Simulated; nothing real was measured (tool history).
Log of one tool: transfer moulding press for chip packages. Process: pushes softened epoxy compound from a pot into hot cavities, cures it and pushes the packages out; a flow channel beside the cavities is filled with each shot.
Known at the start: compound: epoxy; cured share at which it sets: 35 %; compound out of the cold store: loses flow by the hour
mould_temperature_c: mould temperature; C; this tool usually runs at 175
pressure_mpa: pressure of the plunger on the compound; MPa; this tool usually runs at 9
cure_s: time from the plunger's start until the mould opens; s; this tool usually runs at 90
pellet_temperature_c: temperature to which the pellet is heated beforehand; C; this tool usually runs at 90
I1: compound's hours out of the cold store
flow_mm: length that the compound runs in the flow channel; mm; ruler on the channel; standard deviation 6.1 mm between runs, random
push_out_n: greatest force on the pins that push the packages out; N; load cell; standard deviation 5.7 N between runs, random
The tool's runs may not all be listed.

{"run": 1, "hour": 0.0, "mould_temperature_c": 175, "pressure_mpa": 9, "cure_s": 90, "pellet_temperature_c": 90, "I1": 45.4, "flow_mm": 695, "push_out_n": 323}
{"run": 2, "hour": 10.1, "mould_temperature_c": 175, "pressure_mpa": 9, "cure_s": 90, "pellet_temperature_c": 90, "I1": 28.9, "flow_mm": 754, "push_out_n": 338}
{"run": 3, "hour": 15.8, "mould_temperature_c": 175, "pressure_mpa": 9, "cure_s": 90, "pellet_temperature_c": 90, "I1": 33.5, "flow_mm": 724, "push_out_n": 332}
{"run": 4, "hour": 22.1, "mould_temperature_c": 175, "pressure_mpa": 9, "cure_s": 90, "pellet_temperature_c": 88, "I1": 31.7, "flow_mm": 739, "push_out_n": 350}
{"run": 5, "hour": 30.1, "mould_temperature_c": 175, "pressure_mpa": 9, "cure_s": 90, "pellet_temperature_c": 90, "I1": 15.5, "flow_mm": 806, "push_out_n": 365}
{"hour": 35.6, "done": "cavities cleaned with cleaning compound and waxed"}
{"run": 6, "hour": 37.5, "mould_temperature_c": 175, "pressure_mpa": 9, "cure_s": 90, "pellet_temperature_c": 90, "I1": 18.4, "flow_mm": 798, "push_out_n": 229}
{"run": 7, "hour": 48.4, "mould_temperature_c": 175, "pressure_mpa": 9, "cure_s": 90, "pellet_temperature_c": 90, "I1": 38.3, "flow_mm": 716, "push_out_n": 271}
{"run": 8, "hour": 54.2, "mould_temperature_c": 170, "pressure_mpa": 9.7, "cure_s": 90, "pellet_temperature_c": 90, "I1": 10.2, "flow_mm": 867, "push_out_n": 453}
{"run": 9, "hour": 64.6, "mould_temperature_c": 175, "pressure_mpa": 7.33, "cure_s": 106, "pellet_temperature_c": 97, "I1": 41.8, "flow_mm": 629, "push_out_n": 269}
{"run": 10, "hour": 75.3, "mould_temperature_c": 175, "pressure_mpa": 10.13, "cure_s": 90, "pellet_temperature_c": 90, "I1": 23.6, "flow_mm": 810, "push_out_n": 329}
{"run": 11, "hour": 87.8, "mould_temperature_c": 173, "pressure_mpa": 9, "cure_s": 90, "pellet_temperature_c": 92, "I1": 32.9, "flow_mm": 723, "push_out_n": 386}

Alternative continuations, all from the tool just after run 11; predict every row:
{"run": "A", "hour": 97.4, "mould_temperature_c": 175, "pressure_mpa": 9, "cure_s": 90, "pellet_temperature_c": 86, "I1": 16.5, "flow_mm": "?", "push_out_n": "?"}
{"run": "B", "hour": 97.4, "mould_temperature_c": 179, "pressure_mpa": 8.11, "cure_s": 90, "pellet_temperature_c": 92, "I1": 45.9, "flow_mm": "?", "push_out_n": "?"}
{"run": "C", "hour": 97.4, "mould_temperature_c": 173, "pressure_mpa": 9, "cure_s": 125, "pellet_temperature_c": 92, "I1": 8.6, "flow_mm": "?", "push_out_n": "?"}
{"run": "D", "hour": 97.4, "mould_temperature_c": 173, "pressure_mpa": 8.8, "cure_s": 122, "pellet_temperature_c": 83, "I1": 15.4, "flow_mm": "?", "push_out_n": "?"}

run=A flow_mm=778 push_out_n=357
run=B flow_mm=640 push_out_n=302
run=C flow_mm=824 push_out_n=290
run=D flow_mm=796 push_out_n=296
Without the tool's unlogged condition, the same runs would have read:
run=A flow_mm=812 push_out_n=201
run=B flow_mm=667 push_out_n=174
run=C flow_mm=860 push_out_n=168
run=D flow_mm=831 push_out_n=173
